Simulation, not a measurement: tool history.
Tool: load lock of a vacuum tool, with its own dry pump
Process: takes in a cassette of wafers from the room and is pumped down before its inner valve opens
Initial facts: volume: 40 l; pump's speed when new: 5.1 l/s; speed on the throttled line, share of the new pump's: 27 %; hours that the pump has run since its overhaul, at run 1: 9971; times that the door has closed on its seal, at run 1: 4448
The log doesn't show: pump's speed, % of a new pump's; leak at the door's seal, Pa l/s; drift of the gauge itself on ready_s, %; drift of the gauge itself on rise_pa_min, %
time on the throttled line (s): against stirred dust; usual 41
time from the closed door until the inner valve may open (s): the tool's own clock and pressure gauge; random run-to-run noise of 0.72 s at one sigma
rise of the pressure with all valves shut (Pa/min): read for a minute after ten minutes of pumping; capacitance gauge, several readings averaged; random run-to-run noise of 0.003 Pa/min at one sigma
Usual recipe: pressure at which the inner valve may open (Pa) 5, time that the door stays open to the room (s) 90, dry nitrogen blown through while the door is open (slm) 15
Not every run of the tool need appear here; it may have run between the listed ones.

| run | day | time on the throttled line (s) | pressure at which the inner valve may open (Pa) | time that the door stays open to the room (s) | dry nitrogen blown through while the door is open (slm) | hours that the pump has run since its overhaul | times that the door has closed on its seal | incoming humidity of the room's air, % | time from the closed door until the inner valve may open (s) | rise of the pressure with all valves shut (Pa/min) |
|---|---|---|---|---|---|---|---|---|---|---|
| 1 | 0.000 | 41 | 5 | 90 | 15 | 9971 | 4448 | 45.7 | 109.2 | 0.036 |
| 2 | 5.292 | 41 | 5 | 90 | 15 | 10098 | 4622 | 44.4 | 108.7 | 0.038 |
| 3 | 10.138 | 33 | 5 | 90 | 15 | 10214 | 4781 | 43.4 | 102.9 | 0.036 |
| 4 | 17.433 | 41 | 5 | 90 | 15 | 10389 | 5021 | 46.5 | 108.9 | 0.037 |
| 5 | 21.912 | 41 | 9 | 90 | 15 | 10497 | 5168 | 43.5 | 102.8 | 0.036 |
| 6 | 28.192 | 41 | 7 | 90 | 15 | 10648 | 5375 | 43.1 | 106.9 | 0.033 |
| 7 | 35.154 | 41 | 5 | 90 | 15 | 10815 | 5603 | 47.5 | 108.2 | 0.040 |
| 8 | 41.250 | 41 | 5 | 90 | 15 | 10961 | 5804 | 44.1 | 110.7 | 0.037 |
| 9 | 45.979 | 41 | 5 | 90 | 15 | 11075 | 5959 | 43.5 | 109.7 | 0.033 |
| 10 | 50.917 | 41 | 6 | 90 | 15 | 11193 | 6121 | 42.2 | 107.5 | 0.041 |
| 11 | 54.492 | 50 | 5 | 90 | 15 | 11279 | 6239 | 46.7 | 115.2 | 0.037 |
| 12 | 58.083 | 50 | 5 | 90 | 15 | 11365 | 6357 | 45.5 | 115.5 | 0.033 |
| 13 | 63.354 | 50 | 5 | 90 | 15 | 11491 | 6530 | 44.4 | 114.6 | 0.039 |
| 14 | 67.862 | 50 | 5 | 90 | 15 | 11600 | 6678 | 48.5 | 114.4 | 0.039 |
|  | 68.467 | dry pump taken out, an overhauled one fitted |
| 15 | 73.267 | 34 | 5 | 90 | 15 | 115 | 6848 | 45.5 | 102.6 | 0.040 |
| 16 | 76.608 | 34 | 5 | 90 | 15 | 195 | 6957 | 41.7 | 103.2 | 0.034 |
| 17 | 82.792 | 34 | 5 | 90 | 15 | 344 | 7161 | 44.2 | 104.0 | 0.035 |
| 18 | 88.029 | 34 | 5 | 90 | 15 | 469 | 7333 | 44.5 | 103.6 | 0.037 |
| 19 | 94.154 | 35 | 5 | 90 | 15 | 616 | 7534 | 46.3 | 102.4 | 0.035 |
| 20 | 98.142 | 35 | 5 | 151 | 15 | 712 | 7665 | 46.7 | 103.3 | 0.051 |
| 21 | 104.608 | 41 | 5 | 26 | 15 | 867 | 7878 | 46.6 | 107.6 | 0.022 |
| 22 | 110.654 | 21 | 5 | 90 | 15 | 1012 | 8076 | 49.1 | 94.7 | 0.041 |
| 23 | 117.550 | 55 | 5 | 121 | 19 | 1178 | 8303 | 45.9 | 118.3 | 0.043 |
| 24 | 121.038 | 55 | 5 | 121 | 19 | 1262 | 8417 | 45.8 | 118.6 | 0.038 |
| 25 | 125.942 | 41 | 4 | 90 | 17 | 1379 | 8578 | 46.6 | 111.4 | 0.034 |
| 26 | 132.012 | 74 | 9 | 90 | 12 | 1525 | 8778 | 45.9 | 128.4 | 0.043 |
| 27 | 136.179 | 29 | 5 | 90 | 43 | 1625 | 8915 | 45.7 | 99.4 | 0.022 |
| 28 | 140.317 | 29 | 8 | 90 | 43 | 1724 | 9051 | 47.1 | 96.7 | 0.020 |
| 29 | 143.850 | 23 | 5 | 99 | 15 | 1809 | 9167 | 46.8 | 95.7 | 0.036 |
| 30 | 147.454 | 23 | 5 | 99 | 15 | 1896 | 9285 | 45.4 | 95.0 | 0.039 |
| 31 | 150.812 | 41 | 5 | 135 | 41 | 1976 | 9396 | 45.9 | 108.0 | 0.022 |
| 32 | 157.462 | 41 | 5 | 135 | 15 | 2136 | 9614 | 44.4 | 108.1 | 0.043 |
| 33 | 163.725 | 41 | 5 | 135 | 15 | 2286 | 9820 | 47.4 | 109.1 | 0.054 |
| 34 | 168.829 | 30 | 7 | 51 | 9 | 2409 | 9988 | 40.2 | 97.1 | 0.026 |
| 35 | 175.521 | 62 | 8 | 86 | 7 | 2569 | 10208 | 45.3 | 119.4 | 0.049 |
| 36 | 181.558 | 41 | 5 | 90 | 10 | 2714 | 10406 | 43.5 | 108.5 | 0.045 |

Predict each of these 3 candidate next runs independently; none follows another, all start after run 36:
| A | 186.096 | 32 | 5 | 105 | 8 | 2823 | 10555 | 48.4 | ? | ? |
| B | 186.096 | 41 | 5 | 55 | 20 | 2823 | 10555 | 46.4 | ? | ? |
| C | 186.096 | 54 | 5 | 34 | 32 | 2823 | 10555 | 46.8 | ? | ? |

| run | time from the closed door until the inner valve may open (s) | rise of the pressure with all valves shut (Pa/min) |
|---|---|---|
| A | 101.1 | 0.058 |
| B | 109.2 | 0.023 |
| C | 117.7 | 0.017 |
With no hidden state in the tool, these same runs would have given:
| run | time from the closed door until the inner valve may open (s) | rise of the pressure with all valves shut (Pa/min) |
|---|---|---|
| A | 101.1 | 0.057 |
| B | 109.2 | 0.023 |
| C | 117.7 | 0.017 |
